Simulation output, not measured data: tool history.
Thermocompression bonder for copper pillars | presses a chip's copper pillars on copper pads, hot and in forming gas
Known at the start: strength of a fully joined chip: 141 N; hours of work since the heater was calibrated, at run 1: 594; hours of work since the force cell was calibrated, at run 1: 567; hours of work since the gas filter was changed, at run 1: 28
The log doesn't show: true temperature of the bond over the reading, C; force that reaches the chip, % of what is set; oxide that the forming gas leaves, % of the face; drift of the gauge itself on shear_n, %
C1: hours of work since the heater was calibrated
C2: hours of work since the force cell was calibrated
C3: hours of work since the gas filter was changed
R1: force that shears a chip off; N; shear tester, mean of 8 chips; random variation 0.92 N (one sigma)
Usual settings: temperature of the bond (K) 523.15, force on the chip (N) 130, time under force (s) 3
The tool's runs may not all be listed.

run 1 hour=0 | temperature_of_the_bond_(K)=523.15 force_on_the_chip_(N)=130 time_under_force_(s)=3 | C1=594 C2=567 C3=28 | R1=76.1
run 2 hour=19 | temperature_of_the_bond_(K)=523.15 force_on_the_chip_(N)=166 time_under_force_(s)=3 | C1=608 C2=580 C3=42 | R1=87.7
run 3 hour=34.2 | temperature_of_the_bond_(K)=523.15 force_on_the_chip_(N)=166 time_under_force_(s)=3 | C1=618 C2=591 C3=52 | R1=87.4
run 4 hour=47.9 | temperature_of_the_bond_(K)=523.15 force_on_the_chip_(N)=166 time_under_force_(s)=3 | C1=628 C2=601 C3=62 | R1=87
run 5 hour=63.7 | temperature_of_the_bond_(K)=523.15 force_on_the_chip_(N)=130 time_under_force_(s)=3 | C1=639 C2=612 C3=73 | R1=75.4
run 6 hour=94.7 | temperature_of_the_bond_(K)=523.15 force_on_the_chip_(N)=130 time_under_force_(s)=3 | C1=661 C2=634 C3=95 | R1=77.5
run 7 hour=120.3 | temperature_of_the_bond_(K)=523.15 force_on_the_chip_(N)=126 time_under_force_(s)=3 | C1=680 C2=652 C3=113 | R1=75.2
run 8 hour=147.6 | temperature_of_the_bond_(K)=523.15 force_on_the_chip_(N)=126 time_under_force_(s)=3 | C1=699 C2=671 C3=133 | R1=74.3
run 9 hour=170.2 | temperature_of_the_bond_(K)=523.15 force_on_the_chip_(N)=126 time_under_force_(s)=3 | C1=715 C2=687 C3=149 | R1=75.1
run 10 hour=183.5 | temperature_of_the_bond_(K)=523.15 force_on_the_chip_(N)=126 time_under_force_(s)=5 | C1=724 C2=697 C3=158 | R1=88.1
run 11 hour=202.1 | temperature_of_the_bond_(K)=523.15 force_on_the_chip_(N)=126 time_under_force_(s)=5 | C1=738 C2=710 C3=171 | R1=85.7
-- hour=219.1 forming gas filter changed
run 12 hour=231 | temperature_of_the_bond_(K)=523.15 force_on_the_chip_(N)=126 time_under_force_(s)=5 | C1=758 C2=730 C3=8 | R1=88.3
run 13 hour=255.7 | temperature_of_the_bond_(K)=523.15 force_on_the_chip_(N)=130 time_under_force_(s)=3 | C1=775 C2=747 C3=26 | R1=77
run 14 hour=280.7 | temperature_of_the_bond_(K)=523.15 force_on_the_chip_(N)=130 time_under_force_(s)=3 | C1=793 C2=765 C3=44 | R1=74.5
run 15 hour=307.3 | temperature_of_the_bond_(K)=523.15 force_on_the_chip_(N)=130 time_under_force_(s)=3 | C1=812 C2=784 C3=62 | R1=76.3
run 16 hour=336.5 | temperature_of_the_bond_(K)=523.15 force_on_the_chip_(N)=130 time_under_force_(s)=3 | C1=832 C2=805 C3=83 | R1=75.4
run 17 hour=352.7 | temperature_of_the_bond_(K)=523.15 force_on_the_chip_(N)=130 time_under_force_(s)=7 | C1=844 C2=816 C3=95 | R1=97.7
run 18 hour=373.5 | temperature_of_the_bond_(K)=523.15 force_on_the_chip_(N)=130 time_under_force_(s)=7 | C1=859 C2=831 C3=109 | R1=97.9
run 19 hour=386.6 | temperature_of_the_bond_(K)=523.15 force_on_the_chip_(N)=130 time_under_force_(s)=7 | C1=868 C2=840 C3=119 | R1=99.1
run 20 hour=403.5 | temperature_of_the_bond_(K)=523.15 force_on_the_chip_(N)=130 time_under_force_(s)=7 | C1=880 C2=852 C3=131 | R1=98.1
run 21 hour=433.5 | temperature_of_the_bond_(K)=496.15 force_on_the_chip_(N)=131 time_under_force_(s)=4 | C1=901 C2=873 C3=152 | R1=61
run 22 hour=464.3 | temperature_of_the_bond_(K)=538.15 force_on_the_chip_(N)=130 time_under_force_(s)=5 | C1=923 C2=895 C3=174 | R1=101.3
-- hour=476.7 forming gas filter changed
run 23 hour=483.7 | temperature_of_the_bond_(K)=510.15 force_on_the_chip_(N)=179 time_under_force_(s)=2 | C1=936 C2=909 C3=5 | R1=68.7
run 24 hour=513.3 | temperature_of_the_bond_(K)=510.15 force_on_the_chip_(N)=89 time_under_force_(s)=2 | C1=957 C2=930 C3=26 | R1=43.4
run 25 hour=528 | temperature_of_the_bond_(K)=513.15 force_on_the_chip_(N)=125 time_under_force_(s)=2 | C1=968 C2=940 C3=36 | R1=56.7
run 26 hour=542.2 | temperature_of_the_bond_(K)=526.15 force_on_the_chip_(N)=174 time_under_force_(s)=3 | C1=978 C2=950 C3=46 | R1=93.8
-- hour=565.1 heater calibrated with a thermocouple chip
run 27 hour=566.2 | temperature_of_the_bond_(K)=526.15 force_on_the_chip_(N)=174 time_under_force_(s)=3 | C1=1 C2=966 C3=62 | R1=93.2
run 28 hour=587.5 | temperature_of_the_bond_(K)=507.15 force_on_the_chip_(N)=182 time_under_force_(s)=3 | C1=16 C2=981 C3=77 | R1=76.8
run 29 hour=615.2 | temperature_of_the_bond_(K)=507.15 force_on_the_chip_(N)=182 time_under_force_(s)=3 | C1=36 C2=1000 C3=97 | R1=76.9
run 30 hour=645 | temperature_of_the_bond_(K)=514.15 force_on_the_chip_(N)=92 time_under_force_(s)=3 | C1=57 C2=1022 C3=118 | R1=55.7
run 31 hour=673.4 | temperature_of_the_bond_(K)=523.15 force_on_the_chip_(N)=99 time_under_force_(s)=6 | C1=77 C2=1042 C3=138 | R1=83
run 32 hour=688.5 | temperature_of_the_bond_(K)=523.15 force_on_the_chip_(N)=99 time_under_force_(s)=6 | C1=87 C2=1052 C3=149 | R1=81.5
run 33 hour=713.3 | temperature_of_the_bond_(K)=544.15 force_on_the_chip_(N)=79 time_under_force_(s)=3 | C1=105 C2=1070 C3=166 | R1=71.4
run 34 hour=731.4 | temperature_of_the_bond_(K)=552.15 force_on_the_chip_(N)=97 time_under_force_(s)=2 | C1=118 C2=1083 C3=179 | R1=75.8
-- hour=736.2 forming gas filter changed
run 35 hour=763.6 | temperature_of_the_bond_(K)=495.15 force_on_the_chip_(N)=85 time_under_force_(s)=3 | C1=140 C2=1105 C3=19 | R1=38.9
run 36 hour=789.5 | temperature_of_the_bond_(K)=497.15 force_on_the_chip_(N)=178 time_under_force_(s)=3 | C1=159 C2=1123 C3=38 | R1=67.5
run 37 hour=808.6 | temperature_of_the_bond_(K)=536.15 force_on_the_chip_(N)=178 time_under_force_(s)=3 | C1=172 C2=1137 C3=51 | R1=101.1
run 38 hour=830 | temperature_of_the_bond_(K)=536.15 force_on_the_chip_(N)=129 time_under_force_(s)=3 | C1=187 C2=1152 C3=66 | R1=86.5
run 39 hour=853.1 | temperature_of_the_bond_(K)=525.15 force_on_the_chip_(N)=145 time_under_force_(s)=4 | C1=204 C2=1169 C3=83 | R1=89.7

Forecast each of these 5 alternatives for the next run:
run A hour=869.3 | temperature_of_the_bond_(K)=501.15 force_on_the_chip_(N)=130 time_under_force_(s)=3 | C1=215 C2=1180 C3=94 | R1=?
run B hour=869.3 | temperature_of_the_bond_(K)=526.15 force_on_the_chip_(N)=145 time_under_force_(s)=4 | C1=215 C2=1180 C3=94 | R1=?
run C hour=869.3 | temperature_of_the_bond_(K)=525.15 force_on_the_chip_(N)=93 time_under_force_(s)=5 | C1=215 C2=1180 C3=94 | R1=?
run D hour=869.3 | temperature_of_the_bond_(K)=523.15 force_on_the_chip_(N)=130 time_under_force_(s)=2 | C1=215 C2=1180 C3=94 | R1=?
run E hour=869.3 | temperature_of_the_bond_(K)=525.15 force_on_the_chip_(N)=143 time_under_force_(s)=4 | C1=215 C2=1180 C3=94 | R1=?

run=A R1=57
run=B R1=90
run=C R1=77.7
run=D R1=66.5
run=E R1=89.7
Without the tool's hidden state the same runs would have given:
run=A R1=57.1
run=B R1=90.3
run=C R1=77.9
run=D R1=66.7
run=E R1=90

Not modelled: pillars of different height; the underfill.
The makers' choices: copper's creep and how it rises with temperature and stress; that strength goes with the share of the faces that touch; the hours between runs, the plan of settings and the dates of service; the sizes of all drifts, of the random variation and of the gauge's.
